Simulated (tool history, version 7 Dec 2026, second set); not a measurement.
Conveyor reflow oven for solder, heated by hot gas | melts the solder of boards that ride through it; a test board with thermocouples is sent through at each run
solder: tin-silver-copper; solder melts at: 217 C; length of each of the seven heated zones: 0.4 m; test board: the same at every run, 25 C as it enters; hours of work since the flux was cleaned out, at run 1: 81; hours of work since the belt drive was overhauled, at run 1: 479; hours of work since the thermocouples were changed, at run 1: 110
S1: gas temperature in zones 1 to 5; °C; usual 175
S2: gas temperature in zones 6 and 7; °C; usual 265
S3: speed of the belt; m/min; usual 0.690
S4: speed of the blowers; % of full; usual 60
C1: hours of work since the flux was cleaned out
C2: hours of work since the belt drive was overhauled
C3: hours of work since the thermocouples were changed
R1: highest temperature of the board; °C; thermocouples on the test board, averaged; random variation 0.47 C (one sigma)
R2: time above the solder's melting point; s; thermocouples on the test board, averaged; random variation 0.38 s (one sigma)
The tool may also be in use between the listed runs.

run	hour	S1	S2	S3	S4	C1	C2	C3	R1	R2
1	0.0	175	265	0.690	60	81	479	110	251.6	53.2
2	15.6	175	265	0.690	60	91	490	120	251.9	53.3
3	25.9	175	265	0.690	60	98	497	127	251.5	52.8
4	34.1	175	265	0.690	60	104	502	133	251.5	52.7
5	44.3	175	265	0.690	60	111	509	140	253.0	54.1
6	52.8	175	265	0.690	53	117	515	146	250.4	52.0
7	63.5	175	265	0.690	53	124	523	153	250.8	51.3
8	74.2	175	265	0.690	53	131	530	160	250.5	51.6
9	82.6	175	263	0.690	60	137	536	166	250.1	51.9
10	96.1	175	263	0.690	60	146	545	175	249.9	51.9
11	109.1	175	263	0.690	60	155	554	184	250.1	51.8
12	119.7	175	263	0.690	60	162	561	192	249.2	51.5
13	134.2	175	257	0.690	60	172	571	201	244.4	47.7
14	142.0	175	257	0.690	60	177	576	207	244.2	48.5
15	148.3	181	277	0.706	89	182	580	211	265.9	60.9
16	157.1	181	277	0.706	89	188	586	217	266.3	61.1
17	170.5	161	265	0.786	62	197	596	226	244.9	38.3
18	183.6	161	265	0.786	62	206	604	235	244.9	37.5
19	196.7	161	265	0.786	62	215	613	244	244.2	37.1
20	211.1	189	271	0.690	59	225	623	254	258.3	61.6
21	219.2	189	271	0.690	59	230	629	259	258.4	62.0
22	232.3	175	263	0.602	89	239	638	268	253.8	65.9
23	241.7	175	263	0.602	89	245	644	275	255.1	65.6
24	249.9	175	260	0.762	60	251	650	280	244.0	42.7

Hidden state or all else? Some run-to-run changes of R1, split into what the settings, what came in and random variation would give without the hidden state, and what is left for the hidden state (with any gauge scatter that isn't in both results):
The hidden state here: heat that the gas passes to the board, % of a clean oven's; belt's true speed, % of the reading; true gas temperature in zones 6 and 7 over the reading, C; drift of the gauge itself on peak_c, C; drift of the gauge itself on liquid_s, %.
Run 14 -> 15: S1 175 -> 181, S2 257 -> 277, S3 0.690 -> 0.706, S4 60 -> 89. R1 +21.7 °C: hidden state -0.2, all else +21.9.
Run 16 -> 17: S1 181 -> 161, S2 277 -> 265, S3 0.706 -> 0.786, S4 89 -> 62. R1 -21.4 °C: hidden state +0.0, all else -21.4.
Run 19 -> 20: S1 161 -> 189, S2 265 -> 271, S3 0.786 -> 0.690, S4 62 -> 59. R1 +14.1 °C: hidden state +0.2, all else +13.9.

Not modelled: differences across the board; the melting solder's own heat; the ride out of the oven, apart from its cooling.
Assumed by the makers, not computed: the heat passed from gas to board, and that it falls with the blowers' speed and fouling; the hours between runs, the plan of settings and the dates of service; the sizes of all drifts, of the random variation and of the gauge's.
